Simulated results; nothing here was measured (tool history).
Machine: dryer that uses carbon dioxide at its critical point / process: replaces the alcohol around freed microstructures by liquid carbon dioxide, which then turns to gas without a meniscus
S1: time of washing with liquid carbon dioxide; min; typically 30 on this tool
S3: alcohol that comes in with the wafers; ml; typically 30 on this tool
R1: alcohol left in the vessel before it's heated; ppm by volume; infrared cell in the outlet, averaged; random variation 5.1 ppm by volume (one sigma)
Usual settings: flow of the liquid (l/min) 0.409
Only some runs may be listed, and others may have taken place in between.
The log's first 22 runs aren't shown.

{"run": 23, "day": 39.104, "S1": 22, "flow of the liquid (l/min)": 0.338, "S3": 76, "R1": 1594}
{"run": 24, "day": 41.2, "S1": 21, "flow of the liquid (l/min)": 0.587, "S3": 65, "R1": 222}
{"run": 25, "day": 42.3, "S1": 35, "flow of the liquid (l/min)": 0.409, "S3": 103, "R1": 183}
{"run": 26, "day": 44.579, "S1": 35, "flow of the liquid (l/min)": 0.409, "S3": 103, "R1": 201}
{"run": 27, "day": 46.975, "S1": 19, "flow of the liquid (l/min)": 0.431, "S3": 42, "R1": 863}
{"run": 28, "day": 49.042, "S1": 19, "flow of the liquid (l/min)": 0.431, "S3": 42, "R1": 926}
{"run": 29, "day": 50.879, "S1": 18, "flow of the liquid (l/min)": 0.431, "S3": 42, "R1": 1137}
{"day": 52.254, "done": "inlet filter changed"}
{"run": 30, "day": 52.262, "S1": 18, "flow of the liquid (l/min)": 0.431, "S3": 42, "R1": 702}
{"run": 31, "day": 54.275, "S1": 18, "flow of the liquid (l/min)": 0.431, "S3": 42, "R1": 764}
{"run": 32, "day": 56.112, "S1": 19, "flow of the liquid (l/min)": 0.596, "S3": 21, "R1": 137}
{"run": 33, "day": 57.371, "S1": 29, "flow of the liquid (l/min)": 0.409, "S3": 35, "R1": 172}
{"run": 34, "day": 59.825, "S1": 27, "flow of the liquid (l/min)": 0.252, "S3": 46, "R1": 1456}
{"run": 35, "day": 62.021, "S1": 27, "flow of the liquid (l/min)": 0.641, "S3": 95, "R1": 115}
{"run": 36, "day": 64.333, "S1": 27, "flow of the liquid (l/min)": 0.641, "S3": 95, "R1": 122}
{"run": 37, "day": 66.471, "S1": 30, "flow of the liquid (l/min)": 0.409, "S3": 103, "R1": 510}
{"run": 38, "day": 68.571, "S1": 30, "flow of the liquid (l/min)": 0.409, "S3": 103, "R1": 586}
{"day": 69.267, "done": "inlet filter changed"}
{"run": 39, "day": 70.35, "S1": 30, "flow of the liquid (l/min)": 0.409, "S3": 103, "R1": 299}
{"run": 40, "day": 71.658, "S1": 30, "flow of the liquid (l/min)": 0.409, "S3": 103, "R1": 323}
{"run": 41, "day": 73.317, "S1": 48, "flow of the liquid (l/min)": 0.532, "S3": 103, "R1": 74}
{"run": 42, "day": 74.35, "S1": 48, "flow of the liquid (l/min)": 0.532, "S3": 103, "R1": 88}
{"run": 43, "day": 75.392, "S1": 26, "flow of the liquid (l/min)": 0.409, "S3": 30, "R1": 253}

Forecast each of these 5 alternatives for the next run:
{"run": "A", "day": 76.721, "S1": 33, "flow of the liquid (l/min)": 0.671, "S3": 104, "R1": "?"}
{"run": "B", "day": 76.721, "S1": 28, "flow of the liquid (l/min)": 0.361, "S3": 30, "R1": "?"}
{"run": "C", "day": 76.721, "S1": 30, "flow of the liquid (l/min)": 0.35, "S3": 30, "R1": "?"}
{"run": "D", "day": 76.721, "S1": 26, "flow of the liquid (l/min)": 0.284, "S3": 32, "R1": "?"}
{"run": "E", "day": 76.721, "S1": 35, "flow of the liquid (l/min)": 0.486, "S3": 30, "R1": "?"}

run=A R1=77
run=B R1=314
run=C R1=285
run=D R1=873
run=E R1=93
Take away the tool's hidden state, keep each run's random variation, and the runs would have read:
run=A R1=0
run=B R1=162
run=C R1=139
run=D R1=598
run=E R1=11
